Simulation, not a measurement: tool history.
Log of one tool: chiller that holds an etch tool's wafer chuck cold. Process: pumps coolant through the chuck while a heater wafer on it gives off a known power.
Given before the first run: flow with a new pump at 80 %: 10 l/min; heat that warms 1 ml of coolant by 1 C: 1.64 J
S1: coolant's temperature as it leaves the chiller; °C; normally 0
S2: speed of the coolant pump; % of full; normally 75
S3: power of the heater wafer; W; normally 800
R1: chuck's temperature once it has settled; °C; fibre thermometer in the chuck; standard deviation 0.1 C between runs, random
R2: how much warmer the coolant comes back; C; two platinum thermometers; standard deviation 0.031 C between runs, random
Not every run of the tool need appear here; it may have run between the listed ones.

run	hour	S1	S2	S3	R1	R2
1	0.0	0	75	800	9.1	3.14
2	19.7	0	75	800	9.1	3.16
3	40.0	0	75	800	9.0	3.08
4	57.3	0	75	597	6.9	2.29
5	73.0	0	75	556	6.2	2.22
6	105.2	0	75	556	6.3	2.15
7	129.3	0	75	556	6.4	2.17
8	165.0	0	75	800	9.2	3.16
9	189.2	0	72	800	9.4	3.25
10	206.4	-2	75	800	7.2	3.14
11	236.6	5	75	800	14.3	3.22
12	265.2	5	75	800	14.1	3.12
13	291.4	5	75	800	14.2	3.13
14	315.1	5	75	800	14.2	3.15
15	350.7	5	75	800	14.4	3.12
16	386.2	-8	96	684	-1.6	2.04
17	401.9	3	75	765	11.9	3.01
18	438.7	-5	91	765	2.4	2.42
19	470.8	-5	75	800	4.2	3.12
20	489.0	0	78	807	8.9	3.02
21	526.3	0	78	807	8.9	3.08
22	557.4	-2	78	745	6.1	2.81
23	576.8	-2	60	710	8.2	3.64
24	609.0	-1	71	710	7.8	2.97
25	639.3	-1	71	710	7.7	2.97
26	668.6	-5	95	489	-0.4	1.49
27	690.1	-10	79	489	-4.7	1.80
28	711.4	0	75	814	9.4	3.23
29	728.0	0	99	679	6.1	1.96

The log once held 2 entries between its listed runs, left out of this copy. Where does each go, and what is different about the tool's unlogged condition between the listed run before it and the listed run after it?
Between runs 13 and 14: chiller's thermometer calibrated (hour 295.6)
  coolant's true temperature over the reading, C: 0.16 -> 0.23
  the result without the hidden state subtracted from the measured one, R1: +1.2 -> +1.3 °C
Between runs 20 and 21: chiller's thermometer calibrated, once more (hour 510.2)
  heat passed by the chuck's channels, % of clean ones': 84.9 -> 84.8; flow at a given pump speed, % of a new pump's: 100 -> 99.9; coolant's true temperature over the reading, C: 0.26 -> 0.04
  the result without the hidden state subtracted from the measured one, R1: +1.3 -> +1.1 °C
